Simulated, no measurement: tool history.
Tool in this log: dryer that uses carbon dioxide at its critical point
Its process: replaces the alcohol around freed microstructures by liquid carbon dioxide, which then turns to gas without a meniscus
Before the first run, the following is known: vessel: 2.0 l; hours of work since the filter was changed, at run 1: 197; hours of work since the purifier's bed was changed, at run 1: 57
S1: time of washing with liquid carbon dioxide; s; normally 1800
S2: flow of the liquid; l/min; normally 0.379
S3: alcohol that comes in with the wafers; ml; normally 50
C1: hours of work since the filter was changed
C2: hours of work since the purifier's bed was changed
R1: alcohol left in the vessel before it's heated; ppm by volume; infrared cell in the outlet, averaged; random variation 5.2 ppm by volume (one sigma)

run   hour    S1     S2  S3   C1   C2    R1
  1      0  1800  0.379  50  197   57   151
  2   14.6  1800  0.379  50  204   64   145
  3   30.3  1800  0.475  50  212   72    50
  4   46.9  1800  0.475  50  220   80    43
  5   59.1  1800  0.353  50  226   86   214
  6   66.6  1800  0.353  50  229   89   224
  7   82.9  1800  0.379  20  237   97    81
  8   95.1  1800  0.379  20  243  103    69
  9  102.6  1800  0.289  50  247  107   521
 10  113.2  1800  0.379  50  252  112   166
 11  123.5  1800  0.379  50  257  117   177
 12  140.1  1320  0.379  50  265  125   643
 13  148.5  1800  0.379  50  269  129   179
 14  158.1  1800  0.379  41  274  134   156
 15  171.6  1440  0.379  50  281  140   466
 16  185.3  1440  0.379  50  287  147   460
 17  197.8  1440  0.379  50  293  153   478
 18  207.3  1440  0.379  50  298  158   479
 19  224.6  1440  0.379  27  306  166   266
 20  238.1  1440  0.379  27  313  173   269
 21  256.1  1440  0.379  27  322  182   289
 22  268.5  1380  0.379  50  328  188   573
 23  281.6  1380  0.379  50  334  194   608
 24  298.5  2820   0.63  38  342  202    11
 25  306.6  2820   0.63  38  346  206     9
 26  322.9  2820   0.63  38  354  214     3
 27  339.3  1800  0.379  32  362  222   150
 28  351.3  1440  0.524  81  368  228   212
 29  369.1  2820  0.298  36  377  237    60
 30  382.4  1680  0.489  50  383  243    94
 31  391.8  1140   0.26  92  388  248  5762
 32    409  1140   0.26  92  396  256  5788
 33  421.4  2220  0.564  50  402  262    20
 34  438.4  1620  0.299  26  411  270   479
 35  447.1  1740  0.238  23  415  275   683
 36  462.8  1200  0.576  64  422  282   295
 37  474.7  1860  0.627  50  428  288    21
 38  488.3  1860  0.627  50  435  295    25
 39    498  1860  0.627  50  440  299    27
 40  506.8  1980   0.62  50  444  304    22
     509.1  -- inlet filter changed
 41  525.2  1800  0.379  50    8  312   119
 42  534.5  1800  0.379  50   12  317   114
 43  549.9  1800  0.582  27   20  324    18
 44  561.2  2040   0.34  71   25  330   156
 45    577  2820  0.267  40   33  337    62
 46  588.6  2520  0.245  40   39  343   151

Branching from run 46: 4 alternative next runs. What would each branch give?
  A  603.9  2040   0.39  32  46  351   ?
  B  603.9  2520   0.25  68  46  351   ?
  C  603.9  1860  0.437  23  46  351   ?
  D  603.9  2520  0.276  98  46  351   ?

run   R1
  A   42
  B  233
  C   32
  D  202
With no hidden state in the tool, these same runs would have given:
run   R1
  A   25
  B  193
  C   17
  D  162
